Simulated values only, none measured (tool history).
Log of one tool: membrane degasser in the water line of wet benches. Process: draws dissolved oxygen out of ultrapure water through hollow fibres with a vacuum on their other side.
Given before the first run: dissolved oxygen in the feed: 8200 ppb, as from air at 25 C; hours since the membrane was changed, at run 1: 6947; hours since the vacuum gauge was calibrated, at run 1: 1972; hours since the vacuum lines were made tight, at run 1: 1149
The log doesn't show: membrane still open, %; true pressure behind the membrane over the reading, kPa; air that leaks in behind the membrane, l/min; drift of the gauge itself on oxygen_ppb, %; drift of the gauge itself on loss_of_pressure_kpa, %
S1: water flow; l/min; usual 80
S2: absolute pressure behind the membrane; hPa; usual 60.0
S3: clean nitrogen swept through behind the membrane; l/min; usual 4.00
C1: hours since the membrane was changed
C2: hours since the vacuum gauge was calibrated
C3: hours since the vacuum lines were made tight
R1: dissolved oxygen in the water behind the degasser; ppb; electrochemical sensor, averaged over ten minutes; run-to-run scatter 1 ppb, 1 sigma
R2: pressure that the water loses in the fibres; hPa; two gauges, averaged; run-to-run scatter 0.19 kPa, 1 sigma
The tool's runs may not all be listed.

{"run": 1, "hour": 0.0, "S1": 80, "S2": 60.0, "S3": 4.0, "C1": 6947, "C2": 1972, "C3": 1149, "R1": 128.0, "R2": 386.0}
{"run": 2, "hour": 226.8, "S1": 80, "S2": 60.0, "S3": 4.0, "C1": 7174, "C2": 2199, "C3": 1376, "R1": 126.8, "R2": 382.6}
{"run": 3, "hour": 426.5, "S1": 80, "S2": 60.0, "S3": 4.0, "C1": 7373, "C2": 2398, "C3": 1575, "R1": 128.6, "R2": 385.6}
{"run": 4, "hour": 582.4, "S1": 80, "S2": 60.0, "S3": 4.0, "C1": 7529, "C2": 2554, "C3": 1731, "R1": 128.6, "R2": 383.3}
{"run": 5, "hour": 710.9, "S1": 80, "S2": 60.0, "S3": 4.0, "C1": 7658, "C2": 2683, "C3": 1860, "R1": 129.6, "R2": 385.6}
{"run": 6, "hour": 903.9, "S1": 80, "S2": 60.0, "S3": 4.0, "C1": 7851, "C2": 2876, "C3": 2053, "R1": 129.6, "R2": 380.4}
{"run": 7, "hour": 1184.3, "S1": 80, "S2": 60.0, "S3": 7.51, "C1": 8131, "C2": 3156, "C3": 2333, "R1": 75.8, "R2": 382.7}
{"run": 8, "hour": 1413.9, "S1": 82, "S2": 60.0, "S3": 7.51, "C1": 8361, "C2": 3386, "C3": 2563, "R1": 76.2, "R2": 387.3}
{"run": 9, "hour": 1608.4, "S1": 82, "S2": 60.0, "S3": 7.51, "C1": 8555, "C2": 3580, "C3": 2757, "R1": 77.1, "R2": 390.5}
{"hour": 1631.5, "done": "vacuum gauge calibrated"}
{"run": 10, "hour": 1755.6, "S1": 82, "S2": 60.0, "S3": 7.51, "C1": 8702, "C2": 124, "C3": 2904, "R1": 76.8, "R2": 394.6}
{"run": 11, "hour": 1917.9, "S1": 80, "S2": 60.0, "S3": 4.0, "C1": 8864, "C2": 286, "C3": 3066, "R1": 127.2, "R2": 382.4}
{"run": 12, "hour": 2185.1, "S1": 80, "S2": 60.0, "S3": 4.0, "C1": 9131, "C2": 554, "C3": 3334, "R1": 128.3, "R2": 383.4}
{"run": 13, "hour": 2464.2, "S1": 80, "S2": 60.0, "S3": 4.0, "C1": 9411, "C2": 833, "C3": 3613, "R1": 130.4, "R2": 381.8}
{"run": 14, "hour": 2755.4, "S1": 80, "S2": 60.0, "S3": 4.0, "C1": 9702, "C2": 1124, "C3": 3904, "R1": 129.4, "R2": 382.3}
{"run": 15, "hour": 2926.0, "S1": 80, "S2": 60.0, "S3": 4.0, "C1": 9872, "C2": 1295, "C3": 4074, "R1": 130.8, "R2": 381.9}
{"hour": 3029.9, "done": "membrane cartridge changed"}
{"run": 16, "hour": 3152.6, "S1": 88, "S2": 60.0, "S3": 4.0, "C1": 123, "C2": 1517, "C3": 4297, "R1": 142.4, "R2": 422.2}
{"run": 17, "hour": 3311.4, "S1": 80, "S2": 65.3, "S3": 4.0, "C1": 282, "C2": 1676, "C3": 4456, "R1": 151.2, "R2": 383.6}
{"run": 18, "hour": 3604.6, "S1": 80, "S2": 65.3, "S3": 4.0, "C1": 575, "C2": 1969, "C3": 4749, "R1": 149.3, "R2": 380.1}
{"run": 19, "hour": 3877.8, "S1": 57, "S2": 60.5, "S3": 3.18, "C1": 848, "C2": 2242, "C3": 5022, "R1": 115.0, "R2": 272.4}
{"hour": 3968.8, "done": "seals of the vacuum lines changed"}
{"run": 20, "hour": 4131.9, "S1": 80, "S2": 60.0, "S3": 2.54, "C1": 1100, "C2": 2494, "C3": 163, "R1": 188.5, "R2": 386.0}
{"run": 21, "hour": 4313.1, "S1": 100, "S2": 64.7, "S3": 8.06, "C1": 1281, "C2": 2676, "C3": 344, "R1": 103.6, "R2": 480.7}
{"run": 22, "hour": 4452.3, "S1": 100, "S2": 64.7, "S3": 8.06, "C1": 1420, "C2": 2815, "C3": 483, "R1": 106.9, "R2": 480.6}
{"run": 23, "hour": 4630.0, "S1": 80, "S2": 60.0, "S3": 6.6, "C1": 1598, "C2": 2993, "C3": 661, "R1": 84.0, "R2": 380.5}
{"run": 24, "hour": 4778.0, "S1": 80, "S2": 60.0, "S3": 6.6, "C1": 1746, "C2": 3141, "C3": 809, "R1": 83.2, "R2": 381.5}
{"run": 25, "hour": 4998.0, "S1": 60, "S2": 60.0, "S3": 8.27, "C1": 1966, "C2": 3360, "C3": 1029, "R1": 49.8, "R2": 286.1}
{"hour": 5243.3, "done": "vacuum gauge calibrated"}
{"run": 26, "hour": 5298.2, "S1": 87, "S2": 105.5, "S3": 4.0, "C1": 2266, "C2": 55, "C3": 1329, "R1": 348.0, "R2": 418.2}
{"run": 27, "hour": 5556.6, "S1": 87, "S2": 105.5, "S3": 4.0, "C1": 2524, "C2": 313, "C3": 1587, "R1": 349.1, "R2": 419.0}
{"run": 28, "hour": 5776.1, "S1": 113, "S2": 58.0, "S3": 4.0, "C1": 2744, "C2": 533, "C3": 1807, "R1": 173.6, "R2": 541.8}
{"run": 29, "hour": 5936.2, "S1": 70, "S2": 60.0, "S3": 2.58, "C1": 2904, "C2": 693, "C3": 1967, "R1": 162.3, "R2": 335.8}
{"run": 30, "hour": 6135.0, "S1": 70, "S2": 60.0, "S3": 2.58, "C1": 3103, "C2": 892, "C3": 2166, "R1": 164.1, "R2": 334.6}
{"run": 31, "hour": 6392.6, "S1": 57, "S2": 60.0, "S3": 2.12, "C1": 3360, "C2": 1149, "C3": 2423, "R1": 160.2, "R2": 273.2}

How the hidden state differs across the entries between the runs, from the last listed run before each to the first after it:
In the gap between runs 9 and 10: vacuum gauge calibrated (hour 1631.5)
  nothing in the hidden state changes from one run to the other
In the gap between runs 15 and 16: membrane cartridge changed (hour 3029.9)
  membrane still open, %: 99.9 -> 100
In the gap between runs 19 and 20: seals of the vacuum lines changed (hour 3968.8)
  air that leaks in behind the membrane, l/min: 0.0023 -> 0.002
In the gap between runs 25 and 26: vacuum gauge calibrated (hour 5243.3)
  nothing in the hidden state changes from one run to the other
